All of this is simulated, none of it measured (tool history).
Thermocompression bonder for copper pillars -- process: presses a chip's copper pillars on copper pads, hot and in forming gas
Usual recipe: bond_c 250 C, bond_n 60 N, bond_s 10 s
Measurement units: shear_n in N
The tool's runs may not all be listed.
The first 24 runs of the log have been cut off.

run 25 day=39.558 | bond_c=255 bond_n=60 bond_s=19 | shear_n=75.7
run 26 day=40.867 | bond_c=246 bond_n=49 bond_s=13 | shear_n=52.8
run 27 day=42.525 | bond_c=280 bond_n=49 bond_s=25 | shear_n=85.5
run 28 day=44.075 | bond_c=257 bond_n=60 bond_s=6 | shear_n=51.9
run 29 day=45.417 | bond_c=257 bond_n=60 bond_s=20 | shear_n=77.4
run 30 day=47.425 | bond_c=257 bond_n=60 bond_s=20 | shear_n=76.6
-- day=47.775 forming gas filter changed
run 31 day=49.742 | bond_c=239 bond_n=46 bond_s=7 | shear_n=36.6
run 32 day=50.838 | bond_c=272 bond_n=46 bond_s=7 | shear_n=52.4
run 33 day=52.429 | bond_c=272 bond_n=46 bond_s=7 | shear_n=53.3
run 34 day=54.146 | bond_c=272 bond_n=46 bond_s=7 | shear_n=51.5
run 35 day=56.033 | bond_c=253 bond_n=54 bond_s=23 | shear_n=74.1
run 36 day=58.138 | bond_c=267 bond_n=83 bond_s=24 | shear_n=102.7
run 37 day=59.196 | bond_c=267 bond_n=77 bond_s=24 | shear_n=99.3
run 38 day=60.829 | bond_c=250 bond_n=72 bond_s=9 | shear_n=64.8
run 39 day=61.821 | bond_c=269 bond_n=86 bond_s=7 | shear_n=79.1
-- day=62.758 heater calibrated with a thermocouple chip
run 40 day=63.025 | bond_c=242 bond_n=86 bond_s=14 | shear_n=82.3

Consider 3 possible next runs. They are alternatives, not a sequence: every one starts from the tool as it was left by run 40. What does each give?
run A day=64.054 | bond_c=235 bond_n=53 bond_s=25 | shear_n=?
run B day=64.054 | bond_c=250 bond_n=58 bond_s=12 | shear_n=?
run C day=64.054 | bond_c=267 bond_n=60 bond_s=6 | shear_n=?

run=A shear_n=65.3
run=B shear_n=63.7
run=C shear_n=61
Stripped of hidden state, with their random variation kept, the same runs would have yielded:
run=A shear_n=67.7
run=B shear_n=66
run=C shear_n=63.2
